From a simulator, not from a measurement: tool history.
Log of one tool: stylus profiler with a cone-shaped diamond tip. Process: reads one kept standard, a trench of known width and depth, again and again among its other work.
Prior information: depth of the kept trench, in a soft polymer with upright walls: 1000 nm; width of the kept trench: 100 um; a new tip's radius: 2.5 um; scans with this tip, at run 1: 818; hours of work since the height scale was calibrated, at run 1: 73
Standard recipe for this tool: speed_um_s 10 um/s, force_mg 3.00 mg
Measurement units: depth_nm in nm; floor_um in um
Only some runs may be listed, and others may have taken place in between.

run   hour  speed_um_s  force_mg  scans with this tip  hours of work since the height scale was calibrated  depth_nm  floor_um
  1    0.0          10      3.00                  818                                                   73   1019.85     95.84
  2   15.5          10      3.00                  944                                                   84   1019.80     95.82
  3   26.9          10      3.00                 1037                                                   93   1019.60     95.80
  4   45.0          14      3.00                 1185                                                  106   1019.82     95.78
  5   59.2          14      3.00                 1301                                                  116   1020.07     95.79
  6   67.7          14      3.00                 1371                                                  122   1020.17     95.73
  7   82.5          14      1.22                 1492                                                  133   1011.31     95.73
  8  101.6          10      3.00                 1648                                                  147   1020.53     95.69
  9  118.8          10      3.00                 1788                                                  160   1019.89     95.73
 10  131.0          10      3.00                 1888                                                  169   1020.19     95.72
 11  151.8          10      3.00                 2058                                                  184   1020.30     95.73
 12  170.7          10      3.00                 2213                                                  198   1019.94     95.71
 13  184.4          10      3.00                 2325                                                  208   1020.16     95.66
 14  193.5          10      3.00                 2399                                                  214   1020.36     95.69
 15  210.6          10      3.00                 2539                                                  227   1020.17     95.67
 16  224.1          10      3.00                 2649                                                  237   1020.08     95.65
 17  235.4          10      3.00                 2741                                                  245   1020.11     95.66
 18  246.5          10      3.00                 2832                                                  253   1020.38     95.58
 19  263.2          10      3.00                 2968                                                  265   1020.07     95.68
 20  273.2          10      5.79                 3050                                                  273   1031.81     95.60
 21  282.4          10      2.81                 3125                                                  279   1019.66     95.60
 22  292.6          10      2.81                 3209                                                  287   1020.10     95.57
 23  310.8          10      2.81                 3358                                                  300   1019.53     95.62
 24  322.4           5      3.62                 3452                                                  308   1023.39     95.67
 25  339.9          32      6.07                 3595                                                  321   1032.60     95.57
 26  352.0          27      3.00                 3694                                                  330   1020.05     95.48
 27  368.8          27      3.56                 3831                                                  342   1023.36     95.51
 28  382.1          24      5.37                 3940                                                  352   1030.23     95.53
 29  398.6           7      4.98                 4075                                                  364   1028.48     95.49
 30  408.3           7      4.98                 4154                                                  371   1028.38     95.52
 31  420.2           7      4.98                 4251                                                  380   1029.30     95.56
 32  434.7          28      3.44                 4370                                                  390   1022.81     95.45
 33  447.9          28      3.44                 4478                                                  400   1023.38     95.42
 34  462.0           4      3.00                 4593                                                  410   1021.35     95.54
 35  481.1          17      6.77                 4749                                                  424   1035.41     95.43
 36  495.1          36      2.12                 4863                                                  434   1017.09     95.29
 37  514.7          36      3.73                 5023                                                  449   1024.59     95.34
 38  534.7           9      6.10                 5187                                                  463   1033.07     95.38
 39  545.1          21      3.00                 5273                                                  471   1020.91     95.37
 40  557.7           7      1.84                 5375                                                  480   1015.49     95.37
 41  567.1          34      1.84                 5452                                                  487   1015.95     95.22
 42  580.8           3      4.43                 5564                                                  497   1027.23     95.48
 43  590.9           3      4.43                 5646                                                  504   1027.60     95.40
 44  602.9           3      4.43                 5744                                                  513   1027.19     95.41
 45  621.3           3      4.61                 5895                                                  527   1028.31     95.37
 46  632.0           3      1.24                 5983                                                  534   1012.88     95.38

For some of the steps in depth_nm from one run to the next: how much would appear even if the tool had no hidden state, given the settings, what came in and random variation, and how much remains for the hidden state plus any gauge scatter that the measured result and the result without hidden state don't share?
The hidden state here: radius of the tip, um; height scale over the true one, %; drift of the gauge itself on depth_nm, %; drift of the gauge itself on floor_um, %.
Run 34 -> 35: speed_um_s 4 -> 17, force_mg 3.00 -> 6.77. depth_nm +14.06 nm: hidden state +0.08, all else +13.98.
Run 35 -> 36: speed_um_s 17 -> 36, force_mg 6.77 -> 2.12. depth_nm -18.32 nm: hidden state +0.02, all else -18.34.
Run 36 -> 37: force_mg 2.12 -> 3.73. depth_nm +7.50 nm: hidden state +0.07, all else +7.43.
Run 37 -> 38: speed_um_s 36 -> 9, force_mg 3.73 -> 6.10. depth_nm +8.48 nm: hidden state +0.07, all else +8.41.
Run 45 -> 46: force_mg 4.61 -> 1.24. depth_nm -15.43 nm: hidden state +0.00, all else -15.43.

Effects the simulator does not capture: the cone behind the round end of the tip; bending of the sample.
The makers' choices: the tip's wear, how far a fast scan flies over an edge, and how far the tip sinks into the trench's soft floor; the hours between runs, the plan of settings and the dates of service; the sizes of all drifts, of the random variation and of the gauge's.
